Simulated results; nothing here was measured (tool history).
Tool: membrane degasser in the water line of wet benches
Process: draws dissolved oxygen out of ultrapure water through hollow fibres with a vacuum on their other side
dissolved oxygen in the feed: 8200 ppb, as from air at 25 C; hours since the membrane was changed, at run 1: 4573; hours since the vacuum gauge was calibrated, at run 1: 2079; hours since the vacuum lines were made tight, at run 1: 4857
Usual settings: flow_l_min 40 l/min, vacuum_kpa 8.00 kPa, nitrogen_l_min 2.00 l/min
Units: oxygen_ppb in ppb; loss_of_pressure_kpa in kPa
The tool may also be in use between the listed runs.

run    hour  flow_l_min  vacuum_kpa  nitrogen_l_min  hours since the membrane was changed  hours since the vacuum gauge was calibrated  hours since the vacuum lines were made tight  oxygen_ppb  loss_of_pressure_kpa
  1     0.0          40        8.00            2.00                                  4573                                         2079                                          4857       236.9                 32.06
  2   127.2          40        8.00            2.00                                  4701                                         2206                                          4984       232.2                 32.03
  3   335.4          40        8.00            2.00                                  4909                                         2414                                          5192       238.2                 32.29
  4   499.9          40        8.00            2.00                                  5073                                         2579                                          5357       236.2                 31.72
  5   587.1          25        8.00            2.00                                  5161                                         2666                                          5444       145.6                 20.07
  6   759.3          25        8.00            2.00                                  5333                                         2838                                          5616       146.3                 20.09
  7   845.4          40        4.96            2.00                                  5419                                         2924                                          5702       107.6                 31.88
  8  1019.3          40        4.96            2.00                                  5593                                         3098                                          5876       107.0                 32.31
  9  1113.1          39        4.96            2.00                                  5686                                         3192                                          5970       104.7                 31.72
 10  1295.2          40        8.86            2.00                                  5869                                         3374                                          6152       281.2                 32.53
 11  1461.1          40        8.00            2.00                                  6034                                         3540                                          6318       238.8                 32.57
 12  1642.4          40        4.92            2.00                                  6216                                         3721                                          6499       105.4                 32.40
     1699.5  -- seals of the vacuum lines changed
 13  1746.7          40        4.92            2.00                                  6318                                         3823                                            47       105.0                 32.53
 14  1855.9          40        4.92            2.00                                  6427                                         3933                                           156       106.3                 32.59
 15  1997.8          40        8.00            2.00                                  6569                                         4075                                           298       237.1                 32.46
 16  2113.7          32        8.00            2.00                                  6685                                         4191                                           414       192.8                 26.00
 17  2296.4          25        5.25            2.00                                  6868                                         4373                                           597        68.2                 20.13
 18  2410.8          25        5.25            2.00                                  6982                                         4488                                           711        66.2                 20.66
 19  2504.8          54       18.95            1.04                                  7076                                         4582                                           805      1405.0                 44.14
 20  2671.5          40        4.84            3.42                                  7243                                         4748                                           972        73.8                 32.89
 21  2803.3          33        8.45            0.89                                  7375                                         4880                                          1104       408.7                 27.06
 22  2931.5          33        8.45            4.07                                  7503                                         5008                                          1232       118.7                 27.40
     3094.8  -- vacuum gauge calibrated
 23  3129.2          33        8.45            4.07                                  7700                                           34                                          1429       115.2                 27.31
 24  3339.5          56        9.64            1.01                                  7910                                          245                                          1640       675.3                 45.97
 25  3462.3          53        9.64            3.25                                  8033                                          367                                          1762       295.5                 43.88
 26  3590.4          53        9.64            3.25                                  8161                                          496                                          1890       296.8                 44.08
 27  3742.4          30        6.58            3.27                                  8313                                          648                                          2042        81.7                 24.66
 28  3875.9          30        6.58            3.27                                  8447                                          781                                          2176        82.0                 25.07
 29  4039.3          40        4.84            5.06                                  8610                                          945                                          2339        60.1                 33.42
 30  4223.5          37       11.03            4.59                                  8794                                         1129                                          2523       169.8                 30.88
 31  4372.5          25       11.03            2.46                                  8943                                         1278                                          2673       194.1                 20.63

Forecast each of these 4 alternatives for the next run:
  A  4564.3          35       18.36            4.84                                  9135                                         1470                                          2864           ?                     ?
  B  4564.3          60       12.31            1.11                                  9135                                         1470                                          2864           ?                     ?
  C  4564.3          25       16.87            0.85                                  9135                                         1470                                          2864           ?                     ?
  D  4564.3          39       10.42            2.00                                  9135                                         1470                                          2864           ?                     ?

run  oxygen_ppb  loss_of_pressure_kpa
  A       275.3                 29.40
  B       912.7                 50.29
  C       790.3                 21.20
  D       333.6                 32.45
Without the tool's hidden state the same runs would have given:
run  oxygen_ppb  loss_of_pressure_kpa
  A       266.1                 26.86
  B       885.9                 45.94
  C       786.0                 19.39
  D       322.1                 29.65

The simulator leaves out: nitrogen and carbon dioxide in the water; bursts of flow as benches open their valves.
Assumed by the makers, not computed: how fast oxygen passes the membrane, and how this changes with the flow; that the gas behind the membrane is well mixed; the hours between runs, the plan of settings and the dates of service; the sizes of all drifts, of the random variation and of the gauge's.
